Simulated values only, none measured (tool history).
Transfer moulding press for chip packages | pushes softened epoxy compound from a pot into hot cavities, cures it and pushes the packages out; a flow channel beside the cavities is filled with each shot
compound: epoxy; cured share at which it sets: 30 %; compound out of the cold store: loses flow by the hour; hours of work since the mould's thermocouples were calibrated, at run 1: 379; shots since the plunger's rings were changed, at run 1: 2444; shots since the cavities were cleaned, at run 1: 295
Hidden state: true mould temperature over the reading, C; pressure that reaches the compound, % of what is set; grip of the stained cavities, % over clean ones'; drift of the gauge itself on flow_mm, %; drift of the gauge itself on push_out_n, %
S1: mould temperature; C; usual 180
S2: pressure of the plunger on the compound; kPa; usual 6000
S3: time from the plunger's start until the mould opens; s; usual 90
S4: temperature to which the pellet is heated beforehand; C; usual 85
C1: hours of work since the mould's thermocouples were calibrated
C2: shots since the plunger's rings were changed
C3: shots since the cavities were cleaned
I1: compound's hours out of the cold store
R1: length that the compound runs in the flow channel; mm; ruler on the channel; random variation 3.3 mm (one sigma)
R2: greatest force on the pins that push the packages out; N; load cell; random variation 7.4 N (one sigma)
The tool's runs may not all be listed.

run	hour	S1	S2	S3	S4	C1	C2	C3	I1	R1	R2
1	0	180	6000	90	85	379	2444	295	46.3	772	385
2	11.6	180	6000	90	92	386	2588	439	14.3	828	420
# hour 17.2: cavities cleaned with cleaning compound and waxed
3	29.6	180	6000	90	92	397	2794	155	39.4	772	371
4	44.9	180	6000	90	92	407	2984	345	9.1	835	418
# hour 57.2: cavities cleaned with cleaning compound and waxed
5	67.7	180	6000	90	92	420	3250	131	15.1	819	364
6	76.9	180	5240	90	85	426	3364	245	45.7	706	381
7	89.2	180	5240	90	85	434	3518	399	8.9	776	422
# hour 97.1: cavities cleaned with cleaning compound and waxed
8	108.3	180	5490	90	85	445	3736	139	17.3	771	377
9	123.3	180	5490	90	85	455	3924	327	20.4	768	413
10	133.7	180	5490	90	85	462	4053	456	46.6	720	423
# hour 136.9: cavities cleaned with cleaning compound and waxed
11	157.3	180	6160	90	85	476	4328	253	17.5	814	402
# hour 170.4: plunger's sealing rings changed
# hour 179.7: cavities cleaned with cleaning compound and waxed
12	183.3	180	6160	90	90	490	143	46	37.3	806	330
13	198.5	180	6160	90	90	500	331	234	15.9	849	397
14	210.6	180	6000	118	85	507	482	385	29.3	819	353
# hour 220: cavities cleaned with cleaning compound and waxed
15	234.4	180	6000	118	85	522	760	180	30.4	805	314
16	254.3	174	6430	118	83	534	1008	428	10.1	888	390
# hour 260.7: cavities cleaned with cleaning compound and waxed
17	276.6	174	6430	118	83	548	1266	198	20.1	863	355
# hour 300.5: cavities cleaned with cleaning compound and waxed
18	300.5	174	6430	118	83	562	1546	0	20	860	312
19	314.8	180	6000	75	84	571	1724	178	23.4	813	572
20	327.9	180	6000	75	84	580	1887	341	16.2	825	636
# hour 340.8: cavities cleaned with cleaning compound and waxed
21	346	185	7480	89	91	590	2094	66	42	856	298
22	360	180	6000	90	94	599	2267	239	34.8	784	372
23	377.9	187	6420	113	94	611	2490	462	11.3	846	355
# hour 380.8: cavities cleaned with cleaning compound and waxed
24	391.2	173	6690	99	82	618	2637	129	36	834	463
25	405.9	173	6690	99	92	628	2821	313	29.6	850	494
# hour 421.3: cavities cleaned with cleaning compound and waxed
26	421.9	173	6690	99	91	637	3001	7	34.3	837	384
27	443	173	6690	99	91	650	3263	269	47.5	811	461
# hour 461.2: cavities cleaned with cleaning compound and waxed
28	463.5	173	6690	99	81	663	3501	29	18.8	865	430

Forecast each of these 3 alternatives for the next run:
A	479.4	187	6690	99	81	673	3698	226	45.5	?	?
B	479.4	174	6690	76	81	673	3698	226	14.7	?	?
C	479.4	180	5120	99	81	673	3698	226	32.4	?	?

run	R1	R2
A	786	330
B	874	875
C	716	361
Without the tool's hidden state the same runs would have given:
run	R1	R2
A	816	273
B	907	673
C	743	293
